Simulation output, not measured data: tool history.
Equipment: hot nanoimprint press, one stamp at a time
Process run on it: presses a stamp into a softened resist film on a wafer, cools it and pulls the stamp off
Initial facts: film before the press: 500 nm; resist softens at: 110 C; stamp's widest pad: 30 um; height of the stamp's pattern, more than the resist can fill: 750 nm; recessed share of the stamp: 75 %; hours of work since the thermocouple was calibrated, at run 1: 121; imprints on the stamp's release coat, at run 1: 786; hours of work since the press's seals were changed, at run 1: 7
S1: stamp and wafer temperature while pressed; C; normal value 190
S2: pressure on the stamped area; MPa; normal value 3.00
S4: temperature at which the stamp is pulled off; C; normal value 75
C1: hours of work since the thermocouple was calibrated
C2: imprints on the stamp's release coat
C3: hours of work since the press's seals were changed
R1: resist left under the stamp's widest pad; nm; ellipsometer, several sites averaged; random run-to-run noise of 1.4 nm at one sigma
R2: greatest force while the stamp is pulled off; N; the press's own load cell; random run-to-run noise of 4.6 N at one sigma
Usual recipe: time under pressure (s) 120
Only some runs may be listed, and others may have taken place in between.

Run 1, day 0.000: usual settings; C1 121; C2 786; C3 7. Result: R1 219.7 nm, R2 257 N.
Run 2, day 0.412: usual settings; C1 128; C2 835; C3 14. Result: R1 219.5 nm, R2 282 N.
At day 0.875: stamp cleaned and given a new release coat.
Run 3, day 1.062: usual settings; C1 135; C2 23; C3 21. Result: R1 218.4 nm, R2 225 N.
Run 4, day 1.292: usual settings; C1 139; C2 50; C3 25. Result: R1 218.7 nm, R2 216 N.
Run 5, day 1.604: usual settings; C1 144; C2 87; C3 30. Result: R1 219.2 nm, R2 224 N.
Run 6, day 1.988: usual settings but S4 80 C; C1 151; C2 133; C3 37. Result: R1 218.3 nm, R2 224 N.
Run 7, day 2.258: usual settings but S4 80 C; C1 156; C2 165; C3 42. Result: R1 214.9 nm, R2 215 N.
Run 8, day 2.446: usual settings but S4 80 C; C1 159; C2 187; C3 45. Result: R1 217.6 nm, R2 225 N.
Run 9, day 2.862: usual settings; C1 166; C2 236; C3 52. Result: R1 216.0 nm, R2 239 N.
Run 10, day 3.233: usual settings; C1 172; C2 280; C3 59. Result: R1 215.9 nm, R2 231 N.
Run 11, day 3.517: usual settings; C1 177; C2 314; C3 63. Result: R1 218.9 nm, R2 240 N.
Run 12, day 3.900: usual settings; C1 184; C2 359; C3 70. Result: R1 219.5 nm, R2 249 N.
Run 13, day 4.296: usual settings; C1 191; C2 406; C3 77. Result: R1 218.4 nm, R2 239 N.
Run 14, day 4.629: usual settings but time under pressure (s) 91; C1 196; C2 446; C3 83. Result: R1 240.1 nm, R2 247 N.
Run 15, day 4.900: usual settings but time under pressure (s) 91; C1 201; C2 478; C3 87. Result: R1 240.2 nm, R2 255 N.
Run 16, day 5.171: usual settings but time under pressure (s) 137; C1 206; C2 510; C3 92. Result: R1 206.2 nm, R2 240 N.
Run 17, day 5.433: usual settings but time under pressure (s) 78, S4 65 C; C1 210; C2 541; C3 96. Result: R1 254.2 nm, R2 270 N.
Run 18, day 5.629: usual settings but S2 2.72 MPa, time under pressure (s) 228; C1 214; C2 564; C3 100. Result: R1 171.8 nm, R2 251 N.
Run 19, day 6.075: usual settings but S2 3.25 MPa; C1 221; C2 618; C3 108. Result: R1 207.4 nm, R2 251 N.
Run 20, day 6.492: usual settings but time under pressure (s) 90, S4 64 C; C1 229; C2 667; C3 115. Result: R1 241.5 nm, R2 273 N.
Run 21, day 6.829: usual settings but S2 2.86 MPa, time under pressure (s) 196, S4 71 C; C1 234; C2 707; C3 121. Result: R1 180.9 nm, R2 269 N.
Run 22, day 7.171: usual settings but S2 2.86 MPa, time under pressure (s) 196, S4 71 C; C1 240; C2 748; C3 126. Result: R1 178.6 nm, R2 279 N.
Run 23, day 7.592: usual settings but S2 2.86 MPa, time under pressure (s) 152, S4 71 C; C1 248; C2 798; C3 134. Result: R1 200.8 nm, R2 270 N.
Run 24, day 7.817: usual settings but S2 2.86 MPa, time under pressure (s) 121, S4 71 C; C1 251; C2 824; C3 138. Result: R1 219.4 nm, R2 272 N.
At day 8.367: stamp cleaned and given a new release coat.
Run 25, day 8.425: usual settings but S2 2.99 MPa, time under pressure (s) 100, S4 64 C; C1 258; C2 7; C3 144. Result: R1 232.0 nm, R2 242 N.
Run 26, day 8.654: usual settings but S1 196 C, S2 2.02 MPa, time under pressure (s) 121, S4 69 C; C1 262; C2 34; C3 148. Result: R1 201.6 nm, R2 233 N.
Run 27, day 9.008: usual settings but S1 196 C, S2 2.02 MPa, time under pressure (s) 121, S4 69 C; C1 268; C2 76; C3 154. Result: R1 200.2 nm, R2 229 N.
Run 28, day 9.200: usual settings but S1 196 C, S2 2.51 MPa, time under pressure (s) 121, S4 67 C; C1 271; C2 98; C3 157. Result: R1 182.4 nm, R2 229 N.
Run 29, day 9.517: usual settings but S1 182 C, S2 2.81 MPa, time under pressure (s) 71, S4 61 C; C1 277; C2 136; C3 163. Result: R1 342.2 nm, R2 244 N.
Run 30, day 9.700: usual settings but S1 182 C, S2 2.81 MPa, time under pressure (s) 71, S4 70 C; C1 280; C2 158; C3 166. Result: R1 344.4 nm, R2 232 N.

Branching from run 30: 4 alternative next runs. What would each branch give?
Run A, day 10.050: usual settings but S4 67 C; C1 286; C2 200; C3 172. Result: R1 ?, R2 ?.
Run B, day 10.050: usual settings but S1 195 C, S4 61 C; C1 286; C2 200; C3 172. Result: R1 ?, R2 ?.
Run C, day 10.050: usual settings but S1 186 C, S2 4.68 MPa, time under pressure (s) 205, S4 70 C; C1 286; C2 200; C3 172. Result: R1 ?, R2 ?.
Run D, day 10.050: usual settings but S1 186 C, S2 2.81 MPa, time under pressure (s) 200, S4 70 C; C1 286; C2 200; C3 172. Result: R1 ?, R2 ?.

run     R1   R2
  A  216.1  241
  B  176.3  249
  C  165.1  246
  D  210.2  238
Stripped of hidden state, with their random variation kept, the same runs would have yielded:
run     R1   R2
  A  225.4  231
  B  183.9  239
  C  173.4  236
  D  219.9  228
